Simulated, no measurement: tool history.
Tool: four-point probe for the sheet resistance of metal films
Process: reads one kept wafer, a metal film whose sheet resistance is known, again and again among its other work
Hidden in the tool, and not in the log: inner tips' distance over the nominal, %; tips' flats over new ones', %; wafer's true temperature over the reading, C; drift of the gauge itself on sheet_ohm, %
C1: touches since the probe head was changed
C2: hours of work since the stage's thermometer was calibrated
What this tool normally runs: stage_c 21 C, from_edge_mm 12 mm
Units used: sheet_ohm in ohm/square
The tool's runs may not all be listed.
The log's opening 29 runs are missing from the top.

{"run": 30, "day": 19.9, "stage_c": 28, "from_edge_mm": 5, "C1": 31952, "C2": 57, "sheet_ohm": 1.627251}
{"run": 31, "day": 20.308, "stage_c": 27, "from_edge_mm": 45, "C1": 32207, "C2": 62, "sheet_ohm": 1.619276}
{"run": 32, "day": 20.721, "stage_c": 27, "from_edge_mm": 45, "C1": 32466, "C2": 66, "sheet_ohm": 1.618922}
{"run": 33, "day": 21.288, "stage_c": 27, "from_edge_mm": 5, "C1": 32822, "C2": 72, "sheet_ohm": 1.627793}
{"run": 34, "day": 22.033, "stage_c": 27, "from_edge_mm": 5, "C1": 33288, "C2": 80, "sheet_ohm": 1.627667}
{"run": 35, "day": 22.571, "stage_c": 32, "from_edge_mm": 4, "C1": 33623, "C2": 86, "sheet_ohm": 1.630843}
{"run": 36, "day": 23.262, "stage_c": 21, "from_edge_mm": 8, "C1": 34056, "C2": 94, "sheet_ohm": 1.62424}
{"run": 37, "day": 23.638, "stage_c": 21, "from_edge_mm": 8, "C1": 34292, "C2": 98, "sheet_ohm": 1.623836}
{"run": 38, "day": 24.2, "stage_c": 28, "from_edge_mm": 13, "C1": 34643, "C2": 104, "sheet_ohm": 1.620261}
{"run": 39, "day": 25.046, "stage_c": 34, "from_edge_mm": 52, "C1": 35171, "C2": 113, "sheet_ohm": 1.616541}
{"run": 40, "day": 25.883, "stage_c": 21, "from_edge_mm": 3, "C1": 35697, "C2": 122, "sheet_ohm": 1.644206}
{"run": 41, "day": 26.425, "stage_c": 21, "from_edge_mm": 3, "C1": 36034, "C2": 127, "sheet_ohm": 1.64425}
{"run": 42, "day": 27.242, "stage_c": 19, "from_edge_mm": 21, "C1": 36545, "C2": 136, "sheet_ohm": 1.621282}

Predict the results of run 43:
{"run": 43, "day": 27.754, "stage_c": 34, "from_edge_mm": 39, "C1": 36868, "C2": 142, "sheet_ohm": "?"}

sheet_ohm: 1.615931 ohm/square
The same run, on a tool lacking any hidden state, would have yielded sheet_ohm 1.60899 ohm/square.
